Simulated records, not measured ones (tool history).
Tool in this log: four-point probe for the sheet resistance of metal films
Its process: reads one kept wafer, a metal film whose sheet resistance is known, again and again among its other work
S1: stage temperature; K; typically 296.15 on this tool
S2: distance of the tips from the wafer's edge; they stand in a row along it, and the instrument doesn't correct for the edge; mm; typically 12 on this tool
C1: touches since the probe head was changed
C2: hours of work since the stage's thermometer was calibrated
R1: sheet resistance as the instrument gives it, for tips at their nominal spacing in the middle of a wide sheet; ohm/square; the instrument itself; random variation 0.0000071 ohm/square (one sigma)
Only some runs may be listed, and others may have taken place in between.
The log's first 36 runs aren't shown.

{"run": 37, "day": 20.429, "S1": 301.15, "S2": 11, "C1": 14727, "C2": 886, "R1": 0.035363}
{"run": 38, "day": 21.054, "S1": 301.15, "S2": 11, "C1": 14934, "C2": 895, "R1": 0.035357}
{"run": 39, "day": 21.833, "S1": 294.15, "S2": 72, "C1": 15189, "C2": 905, "R1": 0.035098}
{"run": 40, "day": 22.446, "S1": 294.15, "S2": 72, "C1": 15391, "C2": 914, "R1": 0.035104}
{"run": 41, "day": 23.112, "S1": 297.15, "S2": 8, "C1": 15611, "C2": 923, "R1": 0.035558}
{"run": 42, "day": 23.804, "S1": 307.15, "S2": 48, "C1": 15837, "C2": 933, "R1": 0.035135}
{"run": 43, "day": 24.312, "S1": 304.15, "S2": 11, "C1": 16004, "C2": 940, "R1": 0.035344}
{"run": 44, "day": 25.104, "S1": 305.15, "S2": 31, "C1": 16265, "C2": 951, "R1": 0.035139}
{"run": 45, "day": 25.475, "S1": 305.15, "S2": 31, "C1": 16387, "C2": 956, "R1": 0.035131}
{"run": 46, "day": 25.854, "S1": 305.15, "S2": 31, "C1": 16512, "C2": 961, "R1": 0.035151}

Alternative continuations, all from the tool just after run 46; predict every row:
{"run": "A", "day": 26.704, "S1": 298.15, "S2": 5, "C1": 16792, "C2": 973, "R1": "?"}
{"run": "B", "day": 26.704, "S1": 300.15, "S2": 39, "C1": 16792, "C2": 973, "R1": "?"}
{"run": "C", "day": 26.704, "S1": 296.15, "S2": 7, "C1": 16792, "C2": 973, "R1": "?"}

run=A R1=0.036284
run=B R1=0.035133
run=C R1=0.035700
With no hidden state in the tool, these same runs would have given:
run=A R1=0.036283
run=B R1=0.035132
run=C R1=0.035699

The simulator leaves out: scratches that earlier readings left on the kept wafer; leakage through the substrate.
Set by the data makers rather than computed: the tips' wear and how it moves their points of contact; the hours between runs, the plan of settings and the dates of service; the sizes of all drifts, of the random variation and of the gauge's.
